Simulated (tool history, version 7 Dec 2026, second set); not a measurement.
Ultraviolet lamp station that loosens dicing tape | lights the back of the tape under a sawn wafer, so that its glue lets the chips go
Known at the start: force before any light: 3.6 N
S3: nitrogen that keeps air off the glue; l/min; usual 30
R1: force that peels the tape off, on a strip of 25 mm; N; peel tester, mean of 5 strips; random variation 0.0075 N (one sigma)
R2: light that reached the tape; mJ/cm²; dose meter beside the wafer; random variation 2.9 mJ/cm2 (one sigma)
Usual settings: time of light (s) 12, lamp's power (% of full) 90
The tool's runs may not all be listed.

{"run": 1, "hour": 0.0, "time of light (s)": 12, "lamp's power (% of full)": 90, "S3": 30, "R1": 0.291, "R2": 415}
{"run": 2, "hour": 32.3, "time of light (s)": 12, "lamp's power (% of full)": 90, "S3": 30, "R1": 0.303, "R2": 416}
{"run": 3, "hour": 66.2, "time of light (s)": 12, "lamp's power (% of full)": 90, "S3": 30, "R1": 0.301, "R2": 412}
{"run": 4, "hour": 87.0, "time of light (s)": 12, "lamp's power (% of full)": 90, "S3": 30, "R1": 0.302, "R2": 408}
{"run": 5, "hour": 109.5, "time of light (s)": 12, "lamp's power (% of full)": 90, "S3": 30, "R1": 0.294, "R2": 407}
{"run": 6, "hour": 139.3, "time of light (s)": 12, "lamp's power (% of full)": 90, "S3": 30, "R1": 0.297, "R2": 402}
{"run": 7, "hour": 154.1, "time of light (s)": 12, "lamp's power (% of full)": 90, "S3": 49, "R1": 0.27, "R2": 405}
{"run": 8, "hour": 174.1, "time of light (s)": 12, "lamp's power (% of full)": 90, "S3": 49, "R1": 0.268, "R2": 399}
{"run": 9, "hour": 208.0, "time of light (s)": 12, "lamp's power (% of full)": 90, "S3": 17, "R1": 0.352, "R2": 405}
{"run": 10, "hour": 229.0, "time of light (s)": 12, "lamp's power (% of full)": 90, "S3": 17, "R1": 0.352, "R2": 400}
{"run": 11, "hour": 245.7, "time of light (s)": 12, "lamp's power (% of full)": 90, "S3": 17, "R1": 0.361, "R2": 397}
{"run": 12, "hour": 278.6, "time of light (s)": 20, "lamp's power (% of full)": 90, "S3": 17, "R1": 0.211, "R2": 651}
{"run": 13, "hour": 308.3, "time of light (s)": 20, "lamp's power (% of full)": 90, "S3": 17, "R1": 0.214, "R2": 657}
{"run": 14, "hour": 323.0, "time of light (s)": 20, "lamp's power (% of full)": 90, "S3": 17, "R1": 0.21, "R2": 648}
{"run": 15, "hour": 342.1, "time of light (s)": 15, "lamp's power (% of full)": 90, "S3": 17, "R1": 0.293, "R2": 488}
{"run": 16, "hour": 363.9, "time of light (s)": 12, "lamp's power (% of full)": 84, "S3": 30, "R1": 0.346, "R2": 360}
{"run": 17, "hour": 383.5, "time of light (s)": 12, "lamp's power (% of full)": 90, "S3": 36, "R1": 0.293, "R2": 386}
{"run": 18, "hour": 404.0, "time of light (s)": 12, "lamp's power (% of full)": 90, "S3": 36, "R1": 0.306, "R2": 385}
{"run": 19, "hour": 435.8, "time of light (s)": 12, "lamp's power (% of full)": 90, "S3": 30, "R1": 0.32, "R2": 379}
{"run": 20, "hour": 461.9, "time of light (s)": 7, "lamp's power (% of full)": 77, "S3": 10, "R1": 1.119, "R2": 190}
{"run": 21, "hour": 493.3, "time of light (s)": 7, "lamp's power (% of full)": 71, "S3": 30, "R1": 0.957, "R2": 175}
{"run": 22, "hour": 513.8, "time of light (s)": 15, "lamp's power (% of full)": 84, "S3": 23, "R1": 0.283, "R2": 438}
{"run": 23, "hour": 541.0, "time of light (s)": 17, "lamp's power (% of full)": 85, "S3": 23, "R1": 0.249, "R2": 501}
{"run": 24, "hour": 555.9, "time of light (s)": 19, "lamp's power (% of full)": 90, "S3": 30, "R1": 0.221, "R2": 592}
{"run": 25, "hour": 572.4, "time of light (s)": 10, "lamp's power (% of full)": 90, "S3": 22, "R1": 0.477, "R2": 313}
{"run": 26, "hour": 606.9, "time of light (s)": 17, "lamp's power (% of full)": 72, "S3": 30, "R1": 0.281, "R2": 413}
{"run": 27, "hour": 641.3, "time of light (s)": 17, "lamp's power (% of full)": 69, "S3": 22, "R1": 0.293, "R2": 424}
{"run": 28, "hour": 659.2, "time of light (s)": 8, "lamp's power (% of full)": 94, "S3": 10, "R1": 0.719, "R2": 276}
{"run": 29, "hour": 693.8, "time of light (s)": 8, "lamp's power (% of full)": 72, "S3": 56, "R1": 0.662, "R2": 209}
{"run": 30, "hour": 717.2, "time of light (s)": 8, "lamp's power (% of full)": 72, "S3": 56, "R1": 0.677, "R2": 209}
{"run": 31, "hour": 736.6, "time of light (s)": 9, "lamp's power (% of full)": 93, "S3": 30, "R1": 0.462, "R2": 297}
{"run": 32, "hour": 754.0, "time of light (s)": 21, "lamp's power (% of full)": 90, "S3": 41, "R1": 0.2, "R2": 682}
{"run": 33, "hour": 786.5, "time of light (s)": 21, "lamp's power (% of full)": 90, "S3": 41, "R1": 0.2, "R2": 678}
{"run": 34, "hour": 813.9, "time of light (s)": 18, "lamp's power (% of full)": 90, "S3": 55, "R1": 0.211, "R2": 568}
{"run": 35, "hour": 844.1, "time of light (s)": 18, "lamp's power (% of full)": 90, "S3": 55, "R1": 0.212, "R2": 561}
{"run": 36, "hour": 872.0, "time of light (s)": 12, "lamp's power (% of full)": 60, "S3": 14, "R1": 0.715, "R2": 247}
{"run": 37, "hour": 895.5, "time of light (s)": 12, "lamp's power (% of full)": 60, "S3": 57, "R1": 0.517, "R2": 252}
{"run": 38, "hour": 911.5, "time of light (s)": 17, "lamp's power (% of full)": 99, "S3": 49, "R1": 0.202, "R2": 580}

Taken out of this log: 1 entry between the listed runs. Where each belongs, and how the hidden state differs across it:
Between runs 26 and 27: window cleaned of glue's vapour (hour 626.6)
  lamp's light, % of a new lamp's: 91.7 -> 91.4; light that the window lets through, % of a clean one's: 92.9 -> 99.5
  measured less the result without the state, R1: +0.042 -> +0.031 N; R2: -73 -> -43 mJ/cm²
